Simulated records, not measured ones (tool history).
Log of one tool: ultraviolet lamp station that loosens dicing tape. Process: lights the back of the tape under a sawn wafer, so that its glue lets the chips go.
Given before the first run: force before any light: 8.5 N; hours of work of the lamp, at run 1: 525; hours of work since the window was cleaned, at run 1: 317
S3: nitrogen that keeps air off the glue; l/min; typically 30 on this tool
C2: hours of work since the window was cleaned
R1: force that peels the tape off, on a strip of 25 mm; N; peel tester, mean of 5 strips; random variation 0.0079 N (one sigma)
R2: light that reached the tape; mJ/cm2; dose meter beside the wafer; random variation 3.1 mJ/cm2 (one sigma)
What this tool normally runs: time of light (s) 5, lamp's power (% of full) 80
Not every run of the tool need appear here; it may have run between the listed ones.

run 1 hour=0.0 | time_of_light_(s)=5 lamp's_power_(%_of_full)=80 S3=30 | hours_of_work_of_the_lamp=525 C2=317 | R1=0.421 R2=414
run 2 hour=12.6 | time_of_light_(s)=5 lamp's_power_(%_of_full)=80 S3=30 | hours_of_work_of_the_lamp=534 C2=326 | R1=0.419 R2=419
run 3 hour=27.7 | time_of_light_(s)=5 lamp's_power_(%_of_full)=96 S3=30 | hours_of_work_of_the_lamp=546 C2=338 | R1=0.267 R2=498
run 4 hour=36.7 | time_of_light_(s)=5 lamp's_power_(%_of_full)=96 S3=30 | hours_of_work_of_the_lamp=552 C2=344 | R1=0.277 R2=498
run 5 hour=48.9 | time_of_light_(s)=2 lamp's_power_(%_of_full)=80 S3=30 | hours_of_work_of_the_lamp=561 C2=354 | R1=2.327 R2=167
run 6 hour=67.3 | time_of_light_(s)=2 lamp's_power_(%_of_full)=80 S3=30 | hours_of_work_of_the_lamp=575 C2=367 | R1=2.305 R2=167
run 7 hour=77.0 | time_of_light_(s)=2 lamp's_power_(%_of_full)=80 S3=56 | hours_of_work_of_the_lamp=582 C2=374 | R1=1.973 R2=164
run 8 hour=86.9 | time_of_light_(s)=2 lamp's_power_(%_of_full)=80 S3=56 | hours_of_work_of_the_lamp=590 C2=382 | R1=2.002 R2=162
run 9 hour=103.3 | time_of_light_(s)=2 lamp's_power_(%_of_full)=80 S3=56 | hours_of_work_of_the_lamp=602 C2=394 | R1=1.916 R2=165
run 10 hour=118.6 | time_of_light_(s)=2 lamp's_power_(%_of_full)=80 S3=56 | hours_of_work_of_the_lamp=613 C2=406 | R1=2.018 R2=167
-- hour=119.9 window cleaned of glue's vapour
run 11 hour=135.9 | time_of_light_(s)=6 lamp's_power_(%_of_full)=80 S3=16 | hours_of_work_of_the_lamp=626 C2=12 | R1=0.494 R2=468

What does the tool deliver on the next run?
run 12 hour=146.4 | time_of_light_(s)=6 lamp's_power_(%_of_full)=80 S3=16 | hours_of_work_of_the_lamp=634 C2=20 | R1=? R2=?

R1: 0.499 N
R2: 466 mJ/cm2
The same run, on a tool lacking any hidden state, would have yielded R1 0.311 N, R2 575 mJ/cm2.
